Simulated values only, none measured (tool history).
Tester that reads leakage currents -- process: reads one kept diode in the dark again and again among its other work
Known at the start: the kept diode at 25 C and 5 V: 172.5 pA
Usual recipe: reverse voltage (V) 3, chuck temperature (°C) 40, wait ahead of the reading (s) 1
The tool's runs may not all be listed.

run,day,reverse voltage (V),chuck temperature (°C),wait ahead of the reading (s),current that the tester gives (pA)
1,0,3,40,1,479.04
2,1.767,3,40,1,479.07
3,5.283,3,40,1,484.29
4,7.971,3,40,2.13,486.03
5,10.588,3,40,1,489.55
6,12.975,3,40,1,492.93
7,15.567,3,40,1,496.14
8,18.188,3,57,1,1619.03
9,20.608,3,40,1,501.24
10,23.35,3,40,1,505.33
11,26.696,3,40,1,508.6
12,30.467,3,40,1,509.98
13,32.288,3,40,1,511.9
14,34.492,3,38,1,447.31
# day 37.804: tester calibrated
15,37.804,3,38,1,441.33
16,41.938,1.64,38,1,369.67
# day 43.762: tester calibrated, once more
17,43.762,1.64,38,1,388.2
18,47.642,1.64,38,1,391.08
# day 50.675: chuck's temperature calibrated
19,51.058,1.64,38,1,338.19
20,54.467,1.64,38,1,342.11
21,57.558,1.64,42,5.26,457.7
22,60.354,1.64,42,5.26,463.45
23,63.504,12.78,49,0.79,1467.93
24,65.579,10.76,30,0.41,350.14
25,68.854,1.25,40,1,373.99
26,73.008,1.25,40,1,377.21
27,76.238,4.45,37,0.53,453.08
28,80.304,2.78,22,1.19,124.24
29,83.371,2.78,22,1.19,124.83
30,85.075,2.78,41,0.49,535.54
31,87.967,1.73,32,0.38,240.48
32,91.338,12.47,37,6.38,651.01
33,95.412,12.47,37,6.38,660.65
34,97.717,12.47,37,6.38,666.58
35,101.35,2.14,37,0.64,382.34
36,104.025,2.14,37,0.64,385.33
37,107.558,2.13,40,1.22,477.36
38,110.438,2.13,40,1.22,484.83
39,112.542,2.13,56,0.76,1473.12

Below, some changes in current that the tester gives (pA) between adjacent runs. For each, the amount present without the hidden state too (settings, incoming material, random variation) and the amount remaining for the hidden state with gauge scatter not shared by both compared results:
The tool's hidden condition here consists of: stray current of the dirty probe card, pA a volt; current scale over the true one, %; true chuck temperature over the reading, C; drift of the gauge itself on leakage_pa, %.
Run 7 -> 8: chuck temperature (°C) 40 -> 57. current that the tester gives (pA) +1122.89: hidden state +53.27, all else +1069.62.
Run 8 -> 9: chuck temperature (°C) 57 -> 40. current that the tester gives (pA) -1117.79: hidden state -47.64, all else -1070.15.
Run 18 -> 19: chuck's temperature calibrated. current that the tester gives (pA) -52.89: hidden state -52.64, all else -0.25.
Run 23 -> 24: reverse voltage (V) 12.78 -> 10.76, chuck temperature (°C) 49 -> 30, wait ahead of the reading (s) 0.79 -> 0.41. current that the tester gives (pA) -1117.79: hidden state -32.77, all else -1085.02.
Run 38 -> 39: chuck temperature (°C) 40 -> 56, wait ahead of the reading (s) 1.22 -> 0.76. current that the tester gives (pA) +988.29: hidden state +111.94, all else +876.35.

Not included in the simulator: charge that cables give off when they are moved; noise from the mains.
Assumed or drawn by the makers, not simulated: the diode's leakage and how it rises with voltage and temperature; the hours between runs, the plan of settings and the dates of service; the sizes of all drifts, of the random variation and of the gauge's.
